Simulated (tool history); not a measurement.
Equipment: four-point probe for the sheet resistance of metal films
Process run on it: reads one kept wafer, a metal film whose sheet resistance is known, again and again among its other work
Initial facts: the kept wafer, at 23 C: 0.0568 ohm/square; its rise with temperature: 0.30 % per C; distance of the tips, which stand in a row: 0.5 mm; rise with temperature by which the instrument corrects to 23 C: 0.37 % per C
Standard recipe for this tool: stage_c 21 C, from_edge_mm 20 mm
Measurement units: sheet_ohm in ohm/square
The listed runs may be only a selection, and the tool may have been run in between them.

run	hour	stage_c	from_edge_mm	sheet_ohm
1	0	21	20	0.056934
2	43.5	21	20	0.056934
3	70.6	21	20	0.056909
4	124.8	21	20	0.056903
5	157.2	21	20	0.056909
6	208.4	23	20	0.056805
7	236.7	23	20	0.056811
8	264.1	23	26	0.056803
9	304.2	21	20	0.05688
10	346.2	21	20	0.056868
11	379.5	21	20	0.05686
12	414.7	21	20	0.056876
13	463	21	20	0.056837
14	517.5	19	20	0.056947
15	548.7	19	43	0.056939
# hour 553.4: stage's thermometer calibrated
16	587.7	24	14	0.056693
17	612.9	18	52	0.056936
# hour 636.2: stage's thermometer calibrated, once more
18	636.2	20	8	0.057046
19	687.5	20	8	0.057061
20	732.9	20	8	0.057038
21	781.1	35	58	0.056322
22	836.3	21	22	0.056872
23	870	21	20	0.056889
24	924.5	20	5	0.057201
25	951.3	28	6	0.05678
26	1000.8	21	3	0.057719

Alternative continuations, all from the tool just after run 26; predict every row:
A	1029.3	21	5	?
B	1029.3	21	16	?
C	1029.3	27	31	?
D	1029.3	23	24	?
E	1029.3	30	38	?

run	sheet_ohm
A	0.057155
B	0.056887
C	0.056604
D	0.056785
E	0.056486
Without the tool's unlogged condition, the same runs would have read:
run	sheet_ohm
A	0.057192
B	0.056924
C	0.05664
D	0.056822
E	0.056522

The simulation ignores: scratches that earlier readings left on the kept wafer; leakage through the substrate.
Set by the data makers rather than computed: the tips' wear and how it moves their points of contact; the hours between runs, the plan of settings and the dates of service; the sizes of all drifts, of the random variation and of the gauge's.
